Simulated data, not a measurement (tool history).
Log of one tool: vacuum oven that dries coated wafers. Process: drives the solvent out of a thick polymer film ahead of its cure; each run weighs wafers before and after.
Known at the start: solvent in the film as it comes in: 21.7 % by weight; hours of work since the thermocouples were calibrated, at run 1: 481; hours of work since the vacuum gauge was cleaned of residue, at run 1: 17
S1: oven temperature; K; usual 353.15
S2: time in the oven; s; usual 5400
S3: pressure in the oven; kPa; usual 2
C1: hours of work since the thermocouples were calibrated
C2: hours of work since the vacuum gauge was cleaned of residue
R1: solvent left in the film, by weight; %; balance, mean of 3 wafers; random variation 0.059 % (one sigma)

Run 1, hour 0: usual settings; C1 481; C2 17. Result: R1 2.8 %.
Run 2, hour 8.7: usual settings; C1 485; C2 20. Result: R1 2.91 %.
Run 3, hour 20.1: usual settings; C1 490; C2 25. Result: R1 2.78 %.
Run 4, hour 26.3: usual settings but S1 362.15 K; C1 492; C2 28. Result: R1 1.01 %.
Run 5, hour 34.8: usual settings but S1 362.15 K; C1 496; C2 32. Result: R1 1.09 %.
Run 6, hour 47.1: usual settings but S1 362.15 K; C1 501; C2 37. Result: R1 1.06 %.
Run 7, hour 57.2: usual settings but S1 362.15 K; C1 506; C2 41. Result: R1 1.01 %.
Run 8, hour 69.8: usual settings but S1 346.15 K; C1 511; C2 47. Result: R1 5.39 %.
Run 9, hour 81.7: usual settings but S1 346.15 K, S2 3120 s; C1 516; C2 52. Result: R1 8.86 %.
Run 10, hour 87.8: usual settings but S1 346.15 K, S2 3120 s; C1 519; C2 54. Result: R1 8.73 %.
Run 11, hour 99.1: usual settings; C1 524; C2 59. Result: R1 2.86 %.
Run 12, hour 108.3: usual settings but S2 4860 s; C1 528; C2 63. Result: R1 3.33 %.
Run 13, hour 115.1: usual settings but S2 4860 s; C1 530; C2 66. Result: R1 3.28 %.
Run 14, hour 128.5: usual settings but S1 364.15 K, S3 3.35 kPa; C1 536; C2 72. Result: R1 1.26 %.
Run 15, hour 139.2: usual settings but S1 347.15 K, S3 2.59 kPa; C1 541; C2 76. Result: R1 5.17 %.
Run 16, hour 149.7: usual settings but S1 347.15 K, S3 2.59 kPa; C1 545; C2 81. Result: R1 5.29 %.
Run 17, hour 159.7: usual settings but S1 346.15 K, S3 4.41 kPa; C1 550; C2 85. Result: R1 6.92 %.
Run 18, hour 172.6: usual settings but S1 359.15 K; C1 555; C2 91. Result: R1 1.52 %.
Run 19, hour 179.4: usual settings but S1 354.15 K, S2 5640 s, S3 1.22 kPa; C1 558; C2 94. Result: R1 2.02 %.
Run 20, hour 190.8: usual settings but S1 354.15 K, S2 5640 s, S3 1.22 kPa; C1 563; C2 99. Result: R1 2.01 %.
Run 21, hour 203.4: usual settings but S1 342.15 K, S2 5640 s, S3 1.22 kPa; C1 568; C2 104. Result: R1 6.57 %.
Run 22, hour 213.3: usual settings but S2 4380 s, S3 5.92 kPa; C1 573; C2 108. Result: R1 5.56 %.
Run 23, hour 224.3: usual settings but S1 342.15 K, S2 8100 s, S3 1.41 kPa; C1 577; C2 113. Result: R1 4.5 %.
Run 24, hour 238.4: usual settings but S1 345.15 K, S2 8400 s, S3 1.04 kPa; C1 583; C2 119. Result: R1 2.98 %.
Run 25, hour 246.2: usual settings but S1 346.15 K, S2 8160 s, S3 3.06 kPa; C1 587; C2 122. Result: R1 3.99 %.
Run 26, hour 257.4: usual settings but S1 340.15 K, S2 3480 s; C1 592; C2 127. Result: R1 10.84 %.

Measured less the same run without the tool's hidden state. The same run-to-run variation is in both; the gauge's scatter may not be:
The hidden state here: true wafer temperature over the reading, C; true pressure over the reading, kPa; drift of the gauge itself on solvent_pct, %.
run     R1
  1  -0.18
  2  -0.18
  3  -0.19
  4  -0.07
  5  -0.06
  6  -0.07
  7  -0.06
  8  -0.27
  9  -0.28
 10  -0.28
 11   -0.2
 12  -0.23
 13  -0.22
 14  -0.06
 15  -0.29
 16   -0.3
 17  -0.32
 18  -0.12
 19  -0.18
 20  -0.18
 21  -0.33
 22   -0.3
 23  -0.31
 24  -0.24
 25  -0.27
 26  -0.32

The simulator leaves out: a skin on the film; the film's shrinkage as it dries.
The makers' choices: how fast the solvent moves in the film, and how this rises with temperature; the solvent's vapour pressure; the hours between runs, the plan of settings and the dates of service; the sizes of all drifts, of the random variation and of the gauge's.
